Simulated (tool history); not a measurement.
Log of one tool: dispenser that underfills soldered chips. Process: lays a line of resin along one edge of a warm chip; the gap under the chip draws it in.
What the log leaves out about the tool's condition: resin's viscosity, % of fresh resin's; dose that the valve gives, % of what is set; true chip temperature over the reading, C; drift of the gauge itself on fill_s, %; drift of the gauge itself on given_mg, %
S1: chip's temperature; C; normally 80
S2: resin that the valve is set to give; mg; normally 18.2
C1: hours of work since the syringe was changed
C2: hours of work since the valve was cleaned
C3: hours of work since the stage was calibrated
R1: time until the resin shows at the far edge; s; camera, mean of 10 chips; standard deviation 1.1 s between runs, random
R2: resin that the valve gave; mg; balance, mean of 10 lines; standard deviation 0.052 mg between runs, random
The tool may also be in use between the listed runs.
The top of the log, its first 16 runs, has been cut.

| run | hour | S1 | S2 | C1 | C2 | C3 | R1 | R2 |
|---|---|---|---|---|---|---|---|---|
| 17 | 73.4 | 75 | 22.3 | 7 | 18 | 87 | 256.6 | 22.15 |
|  | 75.2 | new syringe of resin |
| 18 | 78.3 | 75 | 16.0 | 2 | 21 | 90 | 175.1 | 15.97 |
| 19 | 83.4 | 75 | 16.0 | 6 | 25 | 94 | 247.7 | 15.99 |
|  | 86.2 | new syringe of resin |
| 20 | 89.4 | 75 | 16.0 | 2 | 30 | 98 | 176.9 | 15.79 |
| 21 | 92.1 | 75 | 16.0 | 5 | 32 | 100 | 211.9 | 15.90 |
| 22 | 96.5 | 75 | 16.0 | 8 | 35 | 104 | 279.8 | 15.76 |
|  | 97.4 | new syringe of resin |
| 23 | 100.7 | 75 | 16.0 | 3 | 38 | 107 | 177.4 | 15.77 |
| 24 | 106.6 | 69 | 18.3 | 7 | 43 | 111 | 349.8 | 18.01 |
|  | 108.4 | new syringe of resin |
| 25 | 111.6 | 82 | 20.7 | 2 | 46 | 115 | 117.2 | 20.29 |
| 26 | 114.3 | 92 | 23.0 | 5 | 48 | 117 | 82.5 | 22.67 |
| 27 | 118.2 | 93 | 22.5 | 8 | 51 | 120 | 103.2 | 22.05 |
|  | 119.4 | new syringe of resin |
| 28 | 121.7 | 76 | 20.8 | 2 | 54 | 123 | 150.2 | 20.33 |
| 29 | 126.7 | 76 | 20.8 | 6 | 58 | 126 | 209.5 | 20.23 |
| 30 | 129.3 | 83 | 22.7 | 8 | 60 | 128 | 169.9 | 22.21 |
|  | 130.4 | new syringe of resin |
| 31 | 133.1 | 83 | 22.7 | 2 | 62 | 131 | 108.8 | 22.09 |
| 32 | 137.0 | 67 | 21.7 | 5 | 65 | 134 | 326.4 | 21.13 |
|  | 141.8 | new syringe of resin |
| 33 | 143.2 | 94 | 21.5 | 1 | 70 | 139 | 56.2 | 20.95 |
| 34 | 146.4 | 80 | 21.8 | 4 | 72 | 141 | 142.5 | 21.36 |

Estimate the outcome of run 35 from the log above:
|  | 152.8 | new syringe of resin |
| 35 | 152.8 | 85 | 17.6 | 0 | 77 | 146 | ? | ? |

R1: 85.1 s
R2: 17.08 mg
Minus the tool's unlogged condition, the same run would have read R1 81.0 s, R2 17.62 mg.
